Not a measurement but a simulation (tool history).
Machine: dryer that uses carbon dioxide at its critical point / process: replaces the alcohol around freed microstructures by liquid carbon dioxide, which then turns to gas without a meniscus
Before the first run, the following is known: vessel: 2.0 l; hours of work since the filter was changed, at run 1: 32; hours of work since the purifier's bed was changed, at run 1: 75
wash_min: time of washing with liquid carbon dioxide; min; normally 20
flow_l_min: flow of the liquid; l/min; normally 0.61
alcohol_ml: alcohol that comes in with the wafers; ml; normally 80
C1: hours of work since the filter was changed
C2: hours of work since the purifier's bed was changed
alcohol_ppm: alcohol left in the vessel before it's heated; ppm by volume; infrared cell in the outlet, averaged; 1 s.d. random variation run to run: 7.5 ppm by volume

{"run": 1, "hour": 0.0, "wash_min": 20, "flow_l_min": 0.61, "alcohol_ml": 80, "C1": 32, "C2": 75, "alcohol_ppm": 442}
{"run": 2, "hour": 19.3, "wash_min": 20, "flow_l_min": 0.61, "alcohol_ml": 80, "C1": 39, "C2": 83, "alcohol_ppm": 460}
{"run": 3, "hour": 42.3, "wash_min": 20, "flow_l_min": 0.61, "alcohol_ml": 80, "C1": 48, "C2": 91, "alcohol_ppm": 471}
{"run": 4, "hour": 57.8, "wash_min": 20, "flow_l_min": 0.61, "alcohol_ml": 80, "C1": 54, "C2": 97, "alcohol_ppm": 481}
{"run": 5, "hour": 88.3, "wash_min": 20, "flow_l_min": 0.61, "alcohol_ml": 27, "C1": 65, "C2": 108, "alcohol_ppm": 187}
{"run": 6, "hour": 121.5, "wash_min": 20, "flow_l_min": 0.61, "alcohol_ml": 80, "C1": 77, "C2": 121, "alcohol_ppm": 536}
{"run": 7, "hour": 147.7, "wash_min": 20, "flow_l_min": 0.61, "alcohol_ml": 80, "C1": 87, "C2": 131, "alcohol_ppm": 572}
{"run": 8, "hour": 169.9, "wash_min": 20, "flow_l_min": 0.61, "alcohol_ml": 80, "C1": 96, "C2": 139, "alcohol_ppm": 564}
{"run": 9, "hour": 191.8, "wash_min": 20, "flow_l_min": 0.61, "alcohol_ml": 80, "C1": 104, "C2": 147, "alcohol_ppm": 595}
{"run": 10, "hour": 228.5, "wash_min": 20, "flow_l_min": 0.61, "alcohol_ml": 80, "C1": 117, "C2": 161, "alcohol_ppm": 600}
{"run": 11, "hour": 247.5, "wash_min": 20, "flow_l_min": 0.61, "alcohol_ml": 85, "C1": 124, "C2": 168, "alcohol_ppm": 694}
{"run": 12, "hour": 282.8, "wash_min": 20, "flow_l_min": 0.61, "alcohol_ml": 85, "C1": 138, "C2": 181, "alcohol_ppm": 725}
{"run": 13, "hour": 301.6, "wash_min": 20, "flow_l_min": 0.633, "alcohol_ml": 80, "C1": 145, "C2": 188, "alcohol_ppm": 602}
{"run": 14, "hour": 337.3, "wash_min": 20, "flow_l_min": 0.633, "alcohol_ml": 80, "C1": 158, "C2": 201, "alcohol_ppm": 643}
{"run": 15, "hour": 367.1, "wash_min": 20, "flow_l_min": 0.633, "alcohol_ml": 80, "C1": 169, "C2": 212, "alcohol_ppm": 694}
{"run": 16, "hour": 400.4, "wash_min": 20, "flow_l_min": 0.633, "alcohol_ml": 80, "C1": 181, "C2": 225, "alcohol_ppm": 728}
{"hour": 404.7, "done": "inlet filter changed"}
{"run": 17, "hour": 422.7, "wash_min": 20, "flow_l_min": 0.396, "alcohol_ml": 80, "C1": 7, "C2": 233, "alcohol_ppm": 2024}
{"run": 18, "hour": 455.0, "wash_min": 20, "flow_l_min": 1.034, "alcohol_ml": 80, "C1": 19, "C2": 245, "alcohol_ppm": 35}
{"run": 19, "hour": 484.6, "wash_min": 20, "flow_l_min": 0.61, "alcohol_ml": 80, "C1": 30, "C2": 256, "alcohol_ppm": 440}
{"run": 20, "hour": 517.7, "wash_min": 20, "flow_l_min": 0.61, "alcohol_ml": 80, "C1": 42, "C2": 268, "alcohol_ppm": 482}
{"run": 21, "hour": 533.8, "wash_min": 18, "flow_l_min": 0.61, "alcohol_ml": 80, "C1": 48, "C2": 274, "alcohol_ppm": 738}
{"run": 22, "hour": 554.4, "wash_min": 18, "flow_l_min": 0.61, "alcohol_ml": 80, "C1": 56, "C2": 282, "alcohol_ppm": 768}
{"run": 23, "hour": 572.3, "wash_min": 18, "flow_l_min": 0.828, "alcohol_ml": 35, "C1": 63, "C2": 289, "alcohol_ppm": 98}
{"run": 24, "hour": 600.0, "wash_min": 23, "flow_l_min": 0.766, "alcohol_ml": 63, "C1": 73, "C2": 299, "alcohol_ppm": 86}
{"run": 25, "hour": 617.7, "wash_min": 16, "flow_l_min": 0.61, "alcohol_ml": 80, "C1": 79, "C2": 305, "alcohol_ppm": 1262}
{"run": 26, "hour": 645.2, "wash_min": 20, "flow_l_min": 0.447, "alcohol_ml": 51, "C1": 90, "C2": 316, "alcohol_ppm": 1117}
{"run": 27, "hour": 677.9, "wash_min": 20, "flow_l_min": 0.387, "alcohol_ml": 25, "C1": 102, "C2": 328, "alcohol_ppm": 870}
{"run": 28, "hour": 700.6, "wash_min": 23, "flow_l_min": 0.514, "alcohol_ml": 43, "C1": 110, "C2": 336, "alcohol_ppm": 387}
{"run": 29, "hour": 722.9, "wash_min": 23, "flow_l_min": 0.514, "alcohol_ml": 43, "C1": 119, "C2": 345, "alcohol_ppm": 402}
{"run": 30, "hour": 746.5, "wash_min": 23, "flow_l_min": 0.514, "alcohol_ml": 43, "C1": 128, "C2": 353, "alcohol_ppm": 422}
{"run": 31, "hour": 768.5, "wash_min": 20, "flow_l_min": 0.582, "alcohol_ml": 78, "C1": 136, "C2": 362, "alcohol_ppm": 834}
{"run": 32, "hour": 800.5, "wash_min": 20, "flow_l_min": 0.534, "alcohol_ml": 100, "C1": 148, "C2": 374, "alcohol_ppm": 1460}
{"run": 33, "hour": 835.4, "wash_min": 20, "flow_l_min": 0.872, "alcohol_ml": 93, "C1": 161, "C2": 387, "alcohol_ppm": 193}
{"run": 34, "hour": 870.2, "wash_min": 18, "flow_l_min": 0.569, "alcohol_ml": 53, "C1": 174, "C2": 400, "alcohol_ppm": 984}
{"run": 35, "hour": 888.6, "wash_min": 27, "flow_l_min": 0.569, "alcohol_ml": 40, "C1": 180, "C2": 406, "alcohol_ppm": 172}
{"hour": 896.1, "done": "inlet filter changed"}
{"run": 36, "hour": 923.3, "wash_min": 27, "flow_l_min": 0.569, "alcohol_ml": 40, "C1": 10, "C2": 419, "alcohol_ppm": 96}
{"run": 37, "hour": 952.8, "wash_min": 25, "flow_l_min": 0.807, "alcohol_ml": 117, "C1": 21, "C2": 430, "alcohol_ppm": 71}
{"run": 38, "hour": 990.1, "wash_min": 29, "flow_l_min": 0.95, "alcohol_ml": 84, "C1": 35, "C2": 444, "alcohol_ppm": 28}
{"run": 39, "hour": 1009.5, "wash_min": 21, "flow_l_min": 0.535, "alcohol_ml": 30, "C1": 42, "C2": 451, "alcohol_ppm": 269}
{"run": 40, "hour": 1038.3, "wash_min": 23, "flow_l_min": 0.61, "alcohol_ml": 80, "C1": 53, "C2": 462, "alcohol_ppm": 268}
{"run": 41, "hour": 1067.2, "wash_min": 22, "flow_l_min": 0.896, "alcohol_ml": 49, "C1": 64, "C2": 473, "alcohol_ppm": 55}

Hidden condition of the tool, last listed run before each entry between runs versus first listed run after:
Between runs 16 and 17: inlet filter changed (hour 404.7)
  flow that reaches the vessel past the clogged filter, %: 83.2 -> 99.3; alcohol in the recycled carbon dioxide, ppm: 19.8 -> 20.3
  measured minus no-state result, alcohol_ppm: +407 -> +59 ppm by volume
Between runs 35 and 36: inlet filter changed (hour 896.1)
  flow that reaches the vessel past the clogged filter, %: 83.4 -> 98.9; alcohol in the recycled carbon dioxide, ppm: 30.7 -> 31.4
  measured minus no-state result, alcohol_ppm: +116 -> +30 ppm by volume
